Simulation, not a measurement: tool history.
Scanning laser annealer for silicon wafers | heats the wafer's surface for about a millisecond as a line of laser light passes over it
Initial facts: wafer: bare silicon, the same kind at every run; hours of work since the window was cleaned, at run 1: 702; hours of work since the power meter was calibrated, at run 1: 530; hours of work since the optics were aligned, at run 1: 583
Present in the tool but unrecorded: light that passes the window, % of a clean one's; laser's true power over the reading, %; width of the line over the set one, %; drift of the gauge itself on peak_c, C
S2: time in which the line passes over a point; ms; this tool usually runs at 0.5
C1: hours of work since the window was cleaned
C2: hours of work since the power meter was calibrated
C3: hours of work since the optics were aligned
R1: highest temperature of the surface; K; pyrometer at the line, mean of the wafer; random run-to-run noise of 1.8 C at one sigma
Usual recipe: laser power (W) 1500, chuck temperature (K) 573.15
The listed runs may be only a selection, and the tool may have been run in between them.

run 1 day=0 | laser_power_(W)=1500 S2=0.5 chuck_temperature_(K)=573.15 | C1=702 C2=530 C3=583 | R1=1293.15
run 2 day=0.921 | laser_power_(W)=1500 S2=0.5 chuck_temperature_(K)=573.15 | C1=715 C2=543 C3=595 | R1=1291.15
run 3 day=1.825 | laser_power_(W)=1305 S2=0.5 chuck_temperature_(K)=573.15 | C1=727 C2=555 C3=607 | R1=1194.15
run 4 day=2.412 | laser_power_(W)=1498 S2=0.5 chuck_temperature_(K)=573.15 | C1=735 C2=563 C3=615 | R1=1288.15
run 5 day=3.154 | laser_power_(W)=1500 S2=0.5 chuck_temperature_(K)=573.15 | C1=745 C2=572 C3=625 | R1=1291.15
run 6 day=3.862 | laser_power_(W)=1500 S2=0.5 chuck_temperature_(K)=573.15 | C1=754 C2=582 C3=634 | R1=1289.15
run 7 day=4.825 | laser_power_(W)=1500 S2=0.5 chuck_temperature_(K)=573.15 | C1=767 C2=595 C3=647 | R1=1290.15
run 8 day=6.121 | laser_power_(W)=1500 S2=0.5 chuck_temperature_(K)=554.15 | C1=784 C2=612 C3=664 | R1=1269.15
run 9 day=7.488 | laser_power_(W)=1500 S2=0.5 chuck_temperature_(K)=554.15 | C1=803 C2=630 C3=683 | R1=1267.15
run 10 day=8.538 | laser_power_(W)=1500 S2=0.5 chuck_temperature_(K)=554.15 | C1=817 C2=644 C3=697 | R1=1264.15
run 11 day=9.75 | laser_power_(W)=1500 S2=0.5 chuck_temperature_(K)=567.15 | C1=833 C2=661 C3=713 | R1=1280.15
run 12 day=10.975 | laser_power_(W)=1500 S2=0.5 chuck_temperature_(K)=567.15 | C1=849 C2=677 C3=729 | R1=1276.15
run 13 day=11.738 | laser_power_(W)=1500 S2=0.5 chuck_temperature_(K)=560.15 | C1=859 C2=687 C3=740 | R1=1271.15
-- day=11.95 window over the wafer cleaned
run 14 day=13.125 | laser_power_(W)=1500 S2=0.5 chuck_temperature_(K)=560.15 | C1=16 C2=705 C3=757 | R1=1311.15
run 15 day=14.154 | laser_power_(W)=1451 S2=0.5 chuck_temperature_(K)=560.15 | C1=29 C2=718 C3=771 | R1=1281.15
-- day=14.692 optics aligned, line set to its width
run 16 day=14.921 | laser_power_(W)=1445 S2=0.392 chuck_temperature_(K)=560.15 | C1=37 C2=726 C3=3 | R1=1199.15
run 17 day=15.671 | laser_power_(W)=1505 S2=0.5 chuck_temperature_(K)=544.15 | C1=47 C2=736 C3=13 | R1=1308.15
run 18 day=16.65 | laser_power_(W)=1418 S2=0.458 chuck_temperature_(K)=573.15 | C1=60 C2=749 C3=26 | R1=1256.15
run 19 day=17.592 | laser_power_(W)=1500 S2=0.404 chuck_temperature_(K)=573.15 | C1=73 C2=762 C3=39 | R1=1248.15
run 20 day=18.575 | laser_power_(W)=1500 S2=0.404 chuck_temperature_(K)=573.15 | C1=86 C2=775 C3=52 | R1=1247.15
run 21 day=19.171 | laser_power_(W)=1504 S2=0.523 chuck_temperature_(K)=536.15 | C1=94 C2=783 C3=60 | R1=1314.15
run 22 day=20 | laser_power_(W)=1599 S2=0.407 chuck_temperature_(K)=573.15 | C1=105 C2=794 C3=71 | R1=1299.15
run 23 day=20.971 | laser_power_(W)=1611 S2=0.47 chuck_temperature_(K)=541.15 | C1=118 C2=807 C3=84 | R1=1332.15
run 24 day=22.204 | laser_power_(W)=1611 S2=0.47 chuck_temperature_(K)=541.15 | C1=134 C2=823 C3=100 | R1=1327.15
run 25 day=23.304 | laser_power_(W)=1313 S2=0.498 chuck_temperature_(K)=545.15 | C1=149 C2=838 C3=115 | R1=1201.15
run 26 day=24.308 | laser_power_(W)=1313 S2=0.498 chuck_temperature_(K)=545.15 | C1=162 C2=851 C3=129 | R1=1198.15
run 27 day=25.021 | laser_power_(W)=1395 S2=0.531 chuck_temperature_(K)=545.15 | C1=172 C2=861 C3=138 | R1=1267.15
run 28 day=26.046 | laser_power_(W)=1502 S2=0.531 chuck_temperature_(K)=562.15 | C1=186 C2=875 C3=152 | R1=1340.15

How the hidden state differs across the entries between the runs, from the last listed run before each to the first after it:
From run 13 to run 14: window over the wafer cleaned (day 11.95)
  light that passes the window, % of a clean one's: 94.49 -> 99.46; laser's true power over the reading, %: -0.31 -> -0.32; width of the line over the set one, %: 4.53 -> 4.64
  the result without the hidden state subtracted from the measured one, R1: -63 -> -24 K
From run 15 to run 16: optics aligned, line set to its width (day 14.692)
  light that passes the window, % of a clean one's: 99.36 -> 99.32; width of the line over the set one, %: 4.72 -> 0.1
  the result without the hidden state subtracted from the measured one, R1: -25 -> -7 K
